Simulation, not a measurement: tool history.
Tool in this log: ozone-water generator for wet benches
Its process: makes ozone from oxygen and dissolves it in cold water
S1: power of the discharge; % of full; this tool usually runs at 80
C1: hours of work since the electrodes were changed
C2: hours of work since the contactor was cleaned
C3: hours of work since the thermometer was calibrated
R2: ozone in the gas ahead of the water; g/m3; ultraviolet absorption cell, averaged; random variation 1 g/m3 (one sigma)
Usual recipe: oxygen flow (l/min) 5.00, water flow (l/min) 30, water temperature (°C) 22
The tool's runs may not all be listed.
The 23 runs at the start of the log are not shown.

{"run": 24, "day": 98.429, "S1": 76, "oxygen flow (l/min)": 5.67, "water flow (l/min)": 30, "water temperature (°C)": 21, "C1": 5885, "C2": 3423, "C3": 942, "dissolved ozone (ppm)": 12.6, "R2": 144.9}
{"run": 25, "day": 103.608, "S1": 80, "oxygen flow (l/min)": 8.56, "water flow (l/min)": 36, "water temperature (°C)": 22, "C1": 5988, "C2": 3527, "C3": 1045, "dissolved ozone (ppm)": 11.7, "R2": 126.3}
{"run": 26, "day": 109.133, "S1": 80, "oxygen flow (l/min)": 8.56, "water flow (l/min)": 36, "water temperature (°C)": 22, "C1": 6099, "C2": 3637, "C3": 1156, "dissolved ozone (ppm)": 11.7, "R2": 125.6}
{"run": 27, "day": 114.958, "S1": 80, "oxygen flow (l/min)": 8.56, "water flow (l/min)": 36, "water temperature (°C)": 22, "C1": 6215, "C2": 3754, "C3": 1272, "dissolved ozone (ppm)": 11.8, "R2": 125.9}
{"run": 28, "day": 118.583, "S1": 80, "oxygen flow (l/min)": 8.56, "water flow (l/min)": 36, "water temperature (°C)": 22, "C1": 6288, "C2": 3826, "C3": 1345, "dissolved ozone (ppm)": 11.8, "R2": 125.7}
{"run": 29, "day": 122.154, "S1": 72, "oxygen flow (l/min)": 4.88, "water flow (l/min)": 21, "water temperature (°C)": 22, "C1": 6359, "C2": 3898, "C3": 1416, "dissolved ozone (ppm)": 15.7, "R2": 149.2}
{"run": 30, "day": 125.667, "S1": 72, "oxygen flow (l/min)": 4.88, "water flow (l/min)": 21, "water temperature (°C)": 22, "C1": 6429, "C2": 3968, "C3": 1486, "dissolved ozone (ppm)": 15.4, "R2": 149.2}
{"run": 31, "day": 129.812, "S1": 72, "oxygen flow (l/min)": 4.88, "water flow (l/min)": 21, "water temperature (°C)": 22, "C1": 6512, "C2": 4051, "C3": 1569, "dissolved ozone (ppm)": 15.8, "R2": 149.6}
{"run": 32, "day": 134.588, "S1": 72, "oxygen flow (l/min)": 4.88, "water flow (l/min)": 21, "water temperature (°C)": 22, "C1": 6608, "C2": 4146, "C3": 1665, "dissolved ozone (ppm)": 15.6, "R2": 148.4}

Forecast each of these 5 alternatives for the next run:
{"run": "A", "day": 139.654, "S1": 44, "oxygen flow (l/min)": 4.88, "water flow (l/min)": 21, "water temperature (°C)": 22, "C1": 6709, "C2": 4248, "C3": 1766, "dissolved ozone (ppm)": "?", "R2": "?"}
{"run": "B", "day": 139.654, "S1": 80, "oxygen flow (l/min)": 5.0, "water flow (l/min)": 20, "water temperature (°C)": 15, "C1": 6709, "C2": 4248, "C3": 1766, "dissolved ozone (ppm)": "?", "R2": "?"}
{"run": "C", "day": 139.654, "S1": 54, "oxygen flow (l/min)": 6.28, "water flow (l/min)": 30, "water temperature (°C)": 17, "C1": 6709, "C2": 4248, "C3": 1766, "dissolved ozone (ppm)": "?", "R2": "?"}
{"run": "D", "day": 139.654, "S1": 41, "oxygen flow (l/min)": 5.0, "water flow (l/min)": 18, "water temperature (°C)": 20, "C1": 6709, "C2": 4248, "C3": 1766, "dissolved ozone (ppm)": "?", "R2": "?"}
{"run": "E", "day": 139.654, "S1": 72, "oxygen flow (l/min)": 5.79, "water flow (l/min)": 21, "water temperature (°C)": 15, "C1": 6709, "C2": 4248, "C3": 1766, "dissolved ozone (ppm)": "?", "R2": "?"}

run=A dissolved_ozone_(ppm)=11.8 R2=111.8
run=B dissolved_ozone_(ppm)=18.7 R2=155.8
run=C dissolved_ozone_(ppm)=10.8 R2=112.9
run=D dissolved_ozone_(ppm)=12.9 R2=107.1
run=E dissolved_ozone_(ppm)=17.6 R2=137.0
Without the tool's unlogged condition, the same runs would have read:
run=A dissolved_ozone_(ppm)=13.3 R2=122.6
run=B dissolved_ozone_(ppm)=22.2 R2=179.0
run=C dissolved_ozone_(ppm)=12.5 R2=125.9
run=D dissolved_ozone_(ppm)=14.5 R2=116.9
run=E dissolved_ozone_(ppm)=20.7 R2=156.2

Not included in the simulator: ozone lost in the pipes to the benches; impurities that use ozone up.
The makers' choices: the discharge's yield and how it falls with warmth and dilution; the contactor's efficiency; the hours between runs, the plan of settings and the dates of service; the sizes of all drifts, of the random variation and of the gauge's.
